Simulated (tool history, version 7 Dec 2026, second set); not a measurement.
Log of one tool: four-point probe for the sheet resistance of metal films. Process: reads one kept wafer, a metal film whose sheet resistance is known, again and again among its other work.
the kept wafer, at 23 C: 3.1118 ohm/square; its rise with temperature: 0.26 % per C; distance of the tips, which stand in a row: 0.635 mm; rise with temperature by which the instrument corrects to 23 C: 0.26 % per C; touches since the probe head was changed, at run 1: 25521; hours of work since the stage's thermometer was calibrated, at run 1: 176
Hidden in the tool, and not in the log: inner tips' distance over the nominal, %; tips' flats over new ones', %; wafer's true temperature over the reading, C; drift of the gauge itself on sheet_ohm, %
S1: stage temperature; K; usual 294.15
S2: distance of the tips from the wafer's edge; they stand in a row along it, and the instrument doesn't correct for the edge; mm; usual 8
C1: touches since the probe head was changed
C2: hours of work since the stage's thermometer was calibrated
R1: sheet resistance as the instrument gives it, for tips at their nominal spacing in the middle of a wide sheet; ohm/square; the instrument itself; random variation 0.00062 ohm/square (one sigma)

run 1 hour=0.0 | S1=294.15 S2=8 | C1=25521 C2=176 | R1=3.143396
run 2 hour=15.9 | S1=294.15 S2=8 | C1=26038 C2=184 | R1=3.143843
run 3 hour=26.7 | S1=294.15 S2=8 | C1=26385 C2=190 | R1=3.142975
run 4 hour=39.9 | S1=294.15 S2=8 | C1=26816 C2=197 | R1=3.143336
run 5 hour=51.4 | S1=294.15 S2=8 | C1=27185 C2=204 | R1=3.143963
run 6 hour=67.0 | S1=291.15 S2=8 | C1=27694 C2=212 | R1=3.143716
run 7 hour=78.3 | S1=305.15 S2=8 | C1=28058 C2=219 | R1=3.141876
run 8 hour=85.9 | S1=301.15 S2=8 | C1=28305 C2=223 | R1=3.143754
run 9 hour=101.7 | S1=301.15 S2=8 | C1=28818 C2=231 | R1=3.143005
run 10 hour=114.1 | S1=294.15 S2=5 | C1=29219 C2=238 | R1=3.160196
run 11 hour=125.9 | S1=294.15 S2=8 | C1=29601 C2=245 | R1=3.144213
run 12 hour=142.0 | S1=294.15 S2=8 | C1=30123 C2=254 | R1=3.143692
run 13 hour=152.5 | S1=294.15 S2=8 | C1=30463 C2=259 | R1=3.144915
run 14 hour=167.4 | S1=294.15 S2=8 | C1=30946 C2=267 | R1=3.144755
run 15 hour=181.0 | S1=294.15 S2=8 | C1=31390 C2=275 | R1=3.144244
run 16 hour=188.8 | S1=294.15 S2=17 | C1=31642 C2=279 | R1=3.136653
run 17 hour=198.7 | S1=294.15 S2=17 | C1=31961 C2=285 | R1=3.136837
run 18 hour=210.1 | S1=298.15 S2=17 | C1=32330 C2=291 | R1=3.136667
run 19 hour=226.6 | S1=298.15 S2=17 | C1=32865 C2=300 | R1=3.137084
run 20 hour=240.5 | S1=298.15 S2=17 | C1=33316 C2=308 | R1=3.137152
run 21 hour=251.7 | S1=298.15 S2=17 | C1=33681 C2=314 | R1=3.137147
run 22 hour=258.9 | S1=294.15 S2=8 | C1=33913 C2=318 | R1=3.145898
run 23 hour=268.2 | S1=294.15 S2=8 | C1=34216 C2=323 | R1=3.146386
run 24 hour=278.4 | S1=295.15 S2=7 | C1=34545 C2=328 | R1=3.147828
run 25 hour=295.7 | S1=293.15 S2=5 | C1=35107 C2=338 | R1=3.162370
run 26 hour=308.1 | S1=293.15 S2=5 | C1=35507 C2=345 | R1=3.162926
run 27 hour=320.9 | S1=296.15 S2=6 | C1=35924 C2=352 | R1=3.154764
run 28 hour=333.2 | S1=291.15 S2=3 | C1=36322 C2=359 | R1=3.209704
run 29 hour=340.3 | S1=302.15 S2=5 | C1=36551 C2=362 | R1=3.161171
run 30 hour=355.6 | S1=294.15 S2=22 | C1=37048 C2=371 | R1=3.137091
run 31 hour=363.6 | S1=303.15 S2=4 | C1=37306 C2=375 | R1=3.175509
run 32 hour=376.9 | S1=295.15 S2=20 | C1=37738 C2=382 | R1=3.138872
run 33 hour=393.2 | S1=295.15 S2=20 | C1=38267 C2=391 | R1=3.138820
run 34 hour=410.0 | S1=298.15 S2=8 | C1=38812 C2=401 | R1=3.146650
run 35 hour=426.3 | S1=299.15 S2=31 | C1=39340 C2=410 | R1=3.136905
run 36 hour=436.9 | S1=294.15 S2=9 | C1=39684 C2=415 | R1=3.144542
run 37 hour=444.9 | S1=298.15 S2=4 | C1=39942 C2=420 | R1=3.179311
run 38 hour=453.1 | S1=298.15 S2=9 | C1=40209 C2=424 | R1=3.145390
run 39 hour=462.8 | S1=298.15 S2=20 | C1=40523 C2=430 | R1=3.137797
run 40 hour=474.4 | S1=298.15 S2=20 | C1=40898 C2=436 | R1=3.137943
run 41 hour=484.7 | S1=298.15 S2=20 | C1=41234 C2=442 | R1=3.138917
run 42 hour=501.2 | S1=298.15 S2=20 | C1=41769 C2=451 | R1=3.137676
run 43 hour=508.7 | S1=295.15 S2=70 | C1=42010 C2=455 | R1=3.137187
run 44 hour=525.3 | S1=299.15 S2=5 | C1=42548 C2=464 | R1=3.164616
run 45 hour=539.9 | S1=299.15 S2=21 | C1=43021 C2=472 | R1=3.138695
run 46 hour=548.9 | S1=299.15 S2=6 | C1=43313 C2=477 | R1=3.155383

Some steps in R1 between neighbouring runs. How much of each would the tool show without its hidden state too (settings, what came in, random variation), and how much is left for the hidden state, with any gauge scatter that isn't in both results?
Run 27 -> 28: S1 296.15 -> 291.15, S2 6 -> 3. R1 +0.054940 ohm/square: hidden state +0.000509, all else +0.054431.
Run 28 -> 29: S1 291.15 -> 302.15, S2 3 -> 5. R1 -0.048533 ohm/square: hidden state -0.000289, all else -0.048244.
Run 30 -> 31: S1 294.15 -> 303.15, S2 22 -> 4. R1 +0.038418 ohm/square: hidden state +0.000327, all else +0.038091.
Run 43 -> 44: S1 295.15 -> 299.15, S2 70 -> 5. R1 +0.027429 ohm/square: hidden state +0.000355, all else +0.027074.
